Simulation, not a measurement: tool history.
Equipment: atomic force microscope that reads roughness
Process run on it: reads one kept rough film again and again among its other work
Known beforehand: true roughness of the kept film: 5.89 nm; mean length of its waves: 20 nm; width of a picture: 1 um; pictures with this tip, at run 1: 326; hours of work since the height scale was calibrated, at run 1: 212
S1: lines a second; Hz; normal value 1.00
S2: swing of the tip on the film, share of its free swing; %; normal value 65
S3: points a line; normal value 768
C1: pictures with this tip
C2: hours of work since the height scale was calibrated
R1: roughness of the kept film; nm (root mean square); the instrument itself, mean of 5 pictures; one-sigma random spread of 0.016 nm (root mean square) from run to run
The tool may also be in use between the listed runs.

run,hour,S1,S2,S3,C1,C2,R1
1,0.0,1.00,65,768,326,212,2.230
2,8.4,1.00,65,768,346,218,2.158
# hour 11.6: new tip fitted
3,13.8,1.00,65,768,5,222,3.972
4,23.9,1.00,65,768,29,229,3.751
5,30.3,1.00,65,768,44,234,3.647
6,35.7,1.00,65,768,57,238,3.562
7,45.4,1.00,65,768,80,245,3.409
8,50.7,1.16,65,768,93,249,3.275
9,55.1,1.16,65,768,104,252,3.204
10,63.9,1.00,65,768,124,258,3.123
11,68.3,1.00,65,768,135,261,3.070
12,75.6,1.00,65,768,152,266,2.993
13,83.9,1.00,65,768,172,272,2.888
14,92.4,1.00,65,768,192,279,2.795
15,102.1,1.00,63,768,215,286,2.726
16,108.5,1.00,65,768,230,290,2.622
17,115.3,1.00,65,768,247,295,2.571
18,124.6,1.00,65,275,269,302,2.420
19,132.9,1.00,65,1001,289,308,2.424
20,137.9,1.25,64,1001,300,311,2.377
21,143.5,1.25,64,1001,314,315,2.337
22,153.3,1.03,65,315,337,322,2.210
# hour 160.1: new tip fitted
23,163.5,1.03,65,315,8,329,3.831
24,172.2,0.51,60,332,29,336,3.749
25,181.7,0.83,57,731,51,343,3.624
26,188.9,0.83,57,487,68,348,3.484
27,195.6,1.62,57,328,84,352,3.278
28,201.0,1.00,87,768,97,356,3.016
29,211.0,1.61,59,291,121,364,3.048
30,218.7,1.15,64,670,139,369,3.030
31,223.4,1.15,64,670,151,373,2.962
32,229.8,1.33,65,768,166,377,2.872
33,234.8,1.33,65,768,178,381,2.822
34,241.1,1.81,85,768,193,385,2.381
35,251.1,1.81,85,768,216,392,2.305
36,259.8,1.00,75,276,237,399,2.469
37,266.5,0.69,58,276,253,404,2.532

Predict each of these 4 candidate next runs independently; none follows another, all start after run 37:
A,272.2,1.28,74,835,266,408,?
B,272.2,0.94,58,983,266,408,?
C,272.2,2.13,55,677,266,408,?
D,272.2,0.69,78,276,266,408,?

run,R1
A,2.392
B,2.549
C,2.480
D,2.383
With no hidden state in the tool, these same runs would have given:
run,R1
A,3.820
B,4.074
C,3.960
D,3.810

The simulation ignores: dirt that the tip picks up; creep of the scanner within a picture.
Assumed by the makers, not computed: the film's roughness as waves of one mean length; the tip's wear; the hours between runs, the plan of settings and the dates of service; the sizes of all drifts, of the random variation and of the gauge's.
